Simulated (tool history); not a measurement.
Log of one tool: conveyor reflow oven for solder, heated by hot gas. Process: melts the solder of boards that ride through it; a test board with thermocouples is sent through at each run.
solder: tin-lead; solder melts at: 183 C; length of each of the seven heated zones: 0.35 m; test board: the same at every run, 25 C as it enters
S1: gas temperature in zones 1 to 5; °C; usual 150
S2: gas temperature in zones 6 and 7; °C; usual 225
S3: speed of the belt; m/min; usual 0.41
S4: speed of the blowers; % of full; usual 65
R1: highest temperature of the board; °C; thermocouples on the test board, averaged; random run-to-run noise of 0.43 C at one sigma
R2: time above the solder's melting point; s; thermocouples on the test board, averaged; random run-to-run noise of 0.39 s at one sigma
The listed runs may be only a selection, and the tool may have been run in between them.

run 1 hour=0 | S1=150 S2=225 S3=0.41 S4=65 | R1=211.7 R2=79.6
run 2 hour=29.6 | S1=150 S2=225 S3=0.41 S4=65 | R1=211.4 R2=78.4
run 3 hour=56.2 | S1=150 S2=225 S3=0.41 S4=65 | R1=210.7 R2=78.4
run 4 hour=82.2 | S1=150 S2=225 S3=0.41 S4=65 | R1=211 R2=79.1
run 5 hour=101.1 | S1=150 S2=225 S3=0.41 S4=65 | R1=211.2 R2=79
run 6 hour=134.3 | S1=150 S2=225 S3=0.41 S4=65 | R1=210.7 R2=78.3
run 7 hour=165.5 | S1=150 S2=225 S3=0.41 S4=65 | R1=210.5 R2=78.3
run 8 hour=182.3 | S1=150 S2=225 S3=0.41 S4=65 | R1=211.2 R2=78.2
run 9 hour=199.2 | S1=150 S2=219 S3=0.41 S4=65 | R1=205.2 R2=72
run 10 hour=231.9 | S1=160 S2=225 S3=0.41 S4=65 | R1=211.8 R2=87.1
run 11 hour=250.1 | S1=160 S2=225 S3=0.41 S4=65 | R1=211.8 R2=87.2
run 12 hour=284 | S1=160 S2=218 S3=0.41 S4=65 | R1=205.9 R2=79.5
run 13 hour=314.5 | S1=160 S2=218 S3=0.41 S4=65 | R1=206.3 R2=80.3
-- hour=322.3 flux residue cleaned out of gas plates and filters
run 14 hour=354.4 | S1=142 S2=222 S3=0.346 S4=51 | R1=207.4 R2=83.2
run 15 hour=383.3 | S1=150 S2=230 S3=0.468 S4=65 | R1=210.5 R2=66.8
run 16 hour=402.7 | S1=144 S2=237 S3=0.474 S4=76 | R1=217.1 R2=71.3
run 17 hour=423.2 | S1=162 S2=237 S3=0.447 S4=76 | R1=223 R2=89.5
run 18 hour=439.4 | S1=150 S2=225 S3=0.41 S4=67 | R1=209.9 R2=78.6
run 19 hour=465.9 | S1=150 S2=225 S3=0.41 S4=67 | R1=210.7 R2=77.7

Run 20, settings as shown, results not yet in. Your forecast:
run 20 hour=490.9 | S1=147 S2=229 S3=0.41 S4=65 | R1=? R2=?

Run 20 gave R1 212.7 °C, R2 78.6 s.
With the hidden condition absent and the run-to-run variation left alone, this run would have shown R1 216 °C, R2 80.4 s.

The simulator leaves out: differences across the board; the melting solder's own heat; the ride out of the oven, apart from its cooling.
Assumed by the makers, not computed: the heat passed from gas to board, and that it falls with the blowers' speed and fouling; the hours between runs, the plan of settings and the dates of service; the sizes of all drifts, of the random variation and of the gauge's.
